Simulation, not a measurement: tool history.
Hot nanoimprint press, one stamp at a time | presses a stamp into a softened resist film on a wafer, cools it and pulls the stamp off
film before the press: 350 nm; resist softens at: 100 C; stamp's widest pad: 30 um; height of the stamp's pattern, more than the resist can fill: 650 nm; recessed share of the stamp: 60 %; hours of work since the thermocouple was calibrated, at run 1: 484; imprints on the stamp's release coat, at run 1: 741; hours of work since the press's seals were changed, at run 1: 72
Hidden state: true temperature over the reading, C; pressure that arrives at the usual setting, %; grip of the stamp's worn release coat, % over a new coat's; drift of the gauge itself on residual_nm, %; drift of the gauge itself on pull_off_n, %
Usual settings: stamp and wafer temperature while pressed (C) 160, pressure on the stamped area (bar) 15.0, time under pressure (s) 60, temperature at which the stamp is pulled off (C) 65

run	hour	stamp and wafer temperature while pressed (C)	pressure on the stamped area (bar)	time under pressure (s)	temperature at which the stamp is pulled off (C)	hours of work since the thermocouple was calibrated	imprints on the stamp's release coat	hours of work since the press's seals were changed	resist left under the stamp's widest pad (angstrom)	greatest force while the stamp is pulled off (N)
1	0.0	160	15.0	60	65	484	741	72	2129	206
2	6.8	160	15.0	60	65	489	771	77	2135	204
3	14.9	160	15.0	60	65	495	808	83	2140	213
4	26.1	160	15.0	60	65	503	859	90	2118	211
5	39.7	160	15.0	60	65	512	920	100	2166	215
6	48.6	160	15.0	60	65	518	960	106	2136	223
7	57.8	160	15.4	60	65	525	1002	113	2105	210
8	66.8	161	15.4	60	65	531	1043	119	2018	215
# hour 71.0: plate thermocouple calibrated
9	82.7	161	12.5	60	55	8	1101	128	2278	239
10	90.8	161	12.5	60	55	14	1138	134	2250	235
11	98.8	152	17.3	84	59	19	1174	139	2846	233
12	112.1	152	17.3	84	59	29	1234	149	2818	243
13	119.8	151	15.0	60	55	34	1269	154	3104	235
# hour 124.9: plate thermocouple calibrated, once more
14	135.7	152	10.8	60	65	8	1327	163	3027	228
15	144.9	153	15.3	60	65	14	1369	169	2795	233

Some steps in resist left under the stamp's widest pad (angstrom) between neighbouring runs. How much of each would the tool show without its hidden state too (settings, what came in, random variation), and how much is left for the hidden state, with any gauge scatter that isn't in both results?
Run 10 -> 11: stamp and wafer temperature while pressed (C) 161 -> 152, pressure on the stamped area (bar) 12.5 -> 17.3, time under pressure (s) 60 -> 84, temperature at which the stamp is pulled off (C) 55 -> 59. resist left under the stamp's widest pad (angstrom) +596: hidden state -7, all else +603.
Run 13 -> 14: stamp and wafer temperature while pressed (C) 151 -> 152, pressure on the stamped area (bar) 15.0 -> 10.8, temperature at which the stamp is pulled off (C) 55 -> 65, plate thermocouple calibrated, once more. resist left under the stamp's widest pad (angstrom) -77: hidden state -146, all else +69.
